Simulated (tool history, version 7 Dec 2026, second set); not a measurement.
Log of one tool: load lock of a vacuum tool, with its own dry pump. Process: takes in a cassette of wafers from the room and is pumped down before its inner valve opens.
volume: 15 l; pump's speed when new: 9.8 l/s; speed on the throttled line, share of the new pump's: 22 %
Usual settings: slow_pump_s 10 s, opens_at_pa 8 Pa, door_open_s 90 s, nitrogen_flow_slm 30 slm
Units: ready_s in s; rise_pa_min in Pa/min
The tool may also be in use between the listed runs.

| run | hour | slow_pump_s | opens_at_pa | door_open_s | nitrogen_flow_slm | incoming humidity of the room's air, % | ready_s | rise_pa_min |
|---|---|---|---|---|---|---|---|---|
| 1 | 0 | 10 | 8 | 90 | 30 | 42.6 | 22.4 | 0.043 |
| 2 | 123.9 | 10 | 8 | 90 | 30 | 47.3 | 22.4 | 0.056 |
| 3 | 233.9 | 10 | 8 | 90 | 30 | 41.7 | 22.7 | 0.054 |
| 4 | 399 | 10 | 8 | 90 | 30 | 49.4 | 22.8 | 0.061 |
| 5 | 545.9 | 10 | 8 | 90 | 30 | 45.1 | 22.9 | 0.054 |
| 6 | 764.1 | 10 | 8 | 90 | 30 | 42.6 | 23 | 0.053 |
| 7 | 863.3 | 10 | 8 | 90 | 30 | 44.9 | 22.8 | 0.062 |
| 8 | 1075.4 | 6 | 8 | 90 | 30 | 41.9 | 19.8 | 0.06 |
| 9 | 1218.8 | 6 | 8 | 90 | 30 | 46.7 | 20.4 | 0.061 |
| 10 | 1366.9 | 6 | 8 | 90 | 30 | 43.8 | 20 | 0.061 |
| 11 | 1583.6 | 6 | 8 | 90 | 30 | 44.5 | 20.3 | 0.061 |
| 12 | 1778.2 | 10 | 8 | 90 | 30 | 43.8 | 23.1 | 0.067 |
| 13 | 2021.2 | 10 | 8 | 90 | 30 | 43.8 | 23.1 | 0.074 |
| 14 | 2130.6 | 10 | 8 | 90 | 30 | 39.8 | 23.1 | 0.064 |
| 15 | 2241.6 | 10 | 8 | 90 | 5 | 46.4 | 23.5 | 0.122 |
| 16 | 2386.6 | 10 | 8 | 90 | 5 | 50.3 | 23.4 | 0.139 |
| 17 | 2623.2 | 10 | 8 | 90 | 30 | 47.6 | 23.3 | 0.078 |
| 18 | 2829.9 | 10 | 8 | 90 | 5 | 47.1 | 23.8 | 0.127 |
| 19 | 2993.8 | 10 | 8 | 90 | 5 | 48 | 23.4 | 0.138 |
| 20 | 3144.4 | 10 | 8 | 90 | 5 | 50.3 | 23.5 | 0.147 |
| 21 | 3370.8 | 14 | 8 | 34 | 30 | 46.6 | 26.9 | 0.073 |
| 22 | 3518.4 | 14 | 8 | 34 | 30 | 49.4 | 27.1 | 0.071 |
| 23 | 3689.5 | 10 | 8 | 219 | 15 | 47.1 | 23.7 | 0.163 |
| 24 | 3793.4 | 10 | 8 | 219 | 15 | 46.3 | 24.1 | 0.16 |
| 25 | 4016.6 | 15 | 8 | 90 | 17 | 45.1 | 28 | 0.104 |
| 26 | 4189.1 | 13 | 8 | 90 | 10 | 45.6 | 25.6 | 0.128 |
| 27 | 4321.4 | 10 | 16 | 35 | 35 | 46 | 22.4 | 0.08 |
| 28 | 4554.8 | 10 | 11 | 35 | 31 | 43.4 | 23.6 | 0.08 |
| 29 | 4747.4 | 10 | 11 | 35 | 31 | 43.7 | 23.7 | 0.085 |
| 30 | 4889.1 | 10 | 9 | 90 | 15 | 46.6 | 24 | 0.124 |
| 31 | 5100.7 | 10 | 7 | 149 | 30 | 46.9 | 24.2 | 0.126 |
| 32 | 5229.6 | 10 | 7 | 149 | 30 | 49.5 | 24.6 | 0.133 |
| 33 | 5387.1 | 7 | 15 | 40 | 20 | 45.1 | 20.9 | 0.101 |
| 34 | 5537.8 | 7 | 8 | 90 | 11 | 44.3 | 22.7 | 0.141 |
| 35 | 5772.9 | 7 | 8 | 90 | 30 | 41.7 | 22.4 | 0.126 |
| 36 | 5883.5 | 7 | 8 | 42 | 5 | 46.3 | 21.9 | 0.136 |
| 37 | 6004.5 | 7 | 8 | 42 | 5 | 44 | 22.2 | 0.138 |
| 38 | 6167.6 | 7 | 8 | 90 | 30 | 43.8 | 22.5 | 0.124 |

Some steps in ready_s between neighbouring runs. How much of each would the tool show without its hidden state too (settings, what came in, random variation), and how much is left for the hidden state, with any gauge scatter that isn't in both results?
The hidden state here: pump's speed, % of a new pump's; leak at the door's seal, Pa l/s; drift of the gauge itself on ready_s, %; drift of the gauge itself on rise_pa_min, %.
Run 1 -> 2: no setting changed, nothing entered. ready_s +0 s: hidden state +0.1, all else -0.1.
Run 7 -> 8: slow_pump_s 10 -> 6. ready_s -3 s: hidden state +0.2, all else -3.2.
Run 22 -> 23: slow_pump_s 14 -> 10, door_open_s 34 -> 219, nitrogen_flow_slm 30 -> 15. ready_s -3.4 s: hidden state +0.1, all else -3.5.
Run 24 -> 25: slow_pump_s 10 -> 15, door_open_s 219 -> 90, nitrogen_flow_slm 15 -> 17. ready_s +3.9 s: hidden state -0.1, all else +4.
Run 30 -> 31: opens_at_pa 9 -> 7, door_open_s 90 -> 149, nitrogen_flow_slm 15 -> 30. ready_s +0.2 s: hidden state +0.2, all else +0.
Run 32 -> 33: slow_pump_s 10 -> 7, opens_at_pa 7 -> 15, door_open_s 149 -> 40, nitrogen_flow_slm 30 -> 20. ready_s -3.7 s: hidden state +0, all else -3.7.

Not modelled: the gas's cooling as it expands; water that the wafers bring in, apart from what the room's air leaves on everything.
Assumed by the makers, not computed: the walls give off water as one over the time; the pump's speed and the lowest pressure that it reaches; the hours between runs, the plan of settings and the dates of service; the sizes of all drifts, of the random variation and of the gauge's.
